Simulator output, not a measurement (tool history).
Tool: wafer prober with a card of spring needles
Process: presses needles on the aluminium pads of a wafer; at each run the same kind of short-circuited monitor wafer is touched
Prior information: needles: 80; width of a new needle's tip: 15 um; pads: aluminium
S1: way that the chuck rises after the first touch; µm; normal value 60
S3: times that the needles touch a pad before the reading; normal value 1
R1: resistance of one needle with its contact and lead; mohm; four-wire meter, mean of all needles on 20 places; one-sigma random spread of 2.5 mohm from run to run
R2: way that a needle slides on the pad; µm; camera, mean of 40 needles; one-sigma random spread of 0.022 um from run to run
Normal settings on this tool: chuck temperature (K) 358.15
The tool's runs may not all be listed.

{"run": 1, "hour": 0.0, "S1": 60, "chuck temperature (K)": 358.15, "S3": 1, "R1": 281, "R2": 9.06}
{"hour": 22.7, "done": "tips cleaned on abrasive film"}
{"run": 2, "hour": 31.1, "S1": 60, "chuck temperature (K)": 358.15, "S3": 1, "R1": 286, "R2": 9.07}
{"hour": 47.8, "done": "tips cleaned on abrasive film"}
{"run": 3, "hour": 50.9, "S1": 60, "chuck temperature (K)": 390.15, "S3": 1, "R1": 293, "R2": 9.07}
{"run": 4, "hour": 69.2, "S1": 60, "chuck temperature (K)": 358.15, "S3": 1, "R1": 284, "R2": 9.08}
{"hour": 74.2, "done": "tips cleaned on abrasive film"}
{"run": 5, "hour": 98.2, "S1": 60, "chuck temperature (K)": 358.15, "S3": 1, "R1": 284, "R2": 9.09}
{"hour": 99.8, "done": "tips cleaned on abrasive film"}
{"run": 6, "hour": 121.3, "S1": 60, "chuck temperature (K)": 384.15, "S3": 1, "R1": 290, "R2": 9.12}
{"hour": 125.8, "done": "tips cleaned on abrasive film"}
{"run": 7, "hour": 148.8, "S1": 60, "chuck temperature (K)": 384.15, "S3": 1, "R1": 295, "R2": 9.1}
{"hour": 151.6, "done": "tips cleaned on abrasive film"}
{"run": 8, "hour": 172.7, "S1": 60, "chuck temperature (K)": 358.15, "S3": 1, "R1": 287, "R2": 9.15}
{"hour": 177.2, "done": "tips cleaned on abrasive film"}
{"run": 9, "hour": 187.4, "S1": 60, "chuck temperature (K)": 358.15, "S3": 2, "R1": 282, "R2": 9.09}
{"hour": 204.3, "done": "tips cleaned on abrasive film"}
{"run": 10, "hour": 214.6, "S1": 60, "chuck temperature (K)": 358.15, "S3": 1, "R1": 285, "R2": 9.15}
{"hour": 230.9, "done": "tips cleaned on abrasive film"}
{"run": 11, "hour": 238.6, "S1": 60, "chuck temperature (K)": 358.15, "S3": 1, "R1": 281, "R2": 9.15}
{"hour": 245.0, "done": "height of the first contact set anew"}
{"hour": 257.0, "done": "tips cleaned on abrasive film"}
{"run": 12, "hour": 272.8, "S1": 60, "chuck temperature (K)": 358.15, "S3": 1, "R1": 286, "R2": 9.15}
{"hour": 283.5, "done": "tips cleaned on abrasive film"}
{"run": 13, "hour": 306.4, "S1": 60, "chuck temperature (K)": 358.15, "S3": 1, "R1": 281, "R2": 9.17}
{"hour": 308.9, "done": "tips cleaned on abrasive film"}
{"run": 14, "hour": 328.7, "S1": 60, "chuck temperature (K)": 358.15, "S3": 1, "R1": 283, "R2": 9.16}
{"hour": 335.8, "done": "tips cleaned on abrasive film"}
{"run": 15, "hour": 348.5, "S1": 60, "chuck temperature (K)": 358.15, "S3": 1, "R1": 285, "R2": 9.18}
{"hour": 363.0, "done": "tips cleaned on abrasive film"}
{"run": 16, "hour": 381.2, "S1": 60, "chuck temperature (K)": 358.15, "S3": 1, "R1": 290, "R2": 9.2}
{"hour": 389.6, "done": "tips cleaned on abrasive film"}
{"run": 17, "hour": 403.7, "S1": 60, "chuck temperature (K)": 358.15, "S3": 1, "R1": 288, "R2": 9.22}

What will run 18 give?
{"hour": 405.5, "done": "gauge calibrated"}
{"hour": 415.2, "done": "tips cleaned on abrasive film"}
{"run": 18, "hour": 422.4, "S1": 60, "chuck temperature (K)": 358.15, "S3": 1, "R1": "?", "R2": "?"}

{"run 18": {"R1": 281, "R2": 9.08}}
With no hidden state in the tool, this same run would have given R1 281 mohm, R2 9.08 µm.
